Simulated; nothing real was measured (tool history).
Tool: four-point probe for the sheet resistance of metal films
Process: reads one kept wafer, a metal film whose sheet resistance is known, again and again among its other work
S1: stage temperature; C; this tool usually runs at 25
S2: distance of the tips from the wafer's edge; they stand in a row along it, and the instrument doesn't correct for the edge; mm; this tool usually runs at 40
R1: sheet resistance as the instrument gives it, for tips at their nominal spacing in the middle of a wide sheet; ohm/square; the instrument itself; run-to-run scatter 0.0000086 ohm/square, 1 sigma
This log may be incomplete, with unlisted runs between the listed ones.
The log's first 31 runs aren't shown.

run 32 hour=847.3 | S1=34 S2=8 | R1=0.042871
run 33 hour=863.7 | S1=32 S2=4 | R1=0.043351
run 34 hour=884.7 | S1=35 S2=4 | R1=0.043271
run 35 hour=918.2 | S1=22 S2=7 | R1=0.043215
run 36 hour=947.1 | S1=30 S2=40 | R1=0.042827
run 37 hour=970.1 | S1=35 S2=54 | R1=0.042696
run 38 hour=995.9 | S1=20 S2=52 | R1=0.043096
run 39 hour=1017.5 | S1=27 S2=34 | R1=0.042919
run 40 hour=1034.9 | S1=19 S2=45 | R1=0.043119
run 41 hour=1066.6 | S1=19 S2=45 | R1=0.043113
run 42 hour=1087.2 | S1=19 S2=45 | R1=0.043124
run 43 hour=1112.4 | S1=19 S2=45 | R1=0.043120
run 44 hour=1134.1 | S1=19 S2=45 | R1=0.043123

Alternative continuations, all from the tool just after run 44; predict every row:
run A hour=1167.4 | S1=25 S2=7 | R1=?
run B hour=1167.4 | S1=20 S2=8 | R1=?
run C hour=1167.4 | S1=22 S2=4 | R1=?
run D hour=1167.4 | S1=25 S2=44 | R1=?
run E hour=1167.4 | S1=19 S2=5 | R1=?

run=A R1=0.043138
run=B R1=0.043234
run=C R1=0.043603
run=D R1=0.042962
run=E R1=0.043484
With no hidden state in the tool, these same runs would have given:
run=A R1=0.043135
run=B R1=0.043231
run=C R1=0.043600
run=D R1=0.042959
run=E R1=0.043481
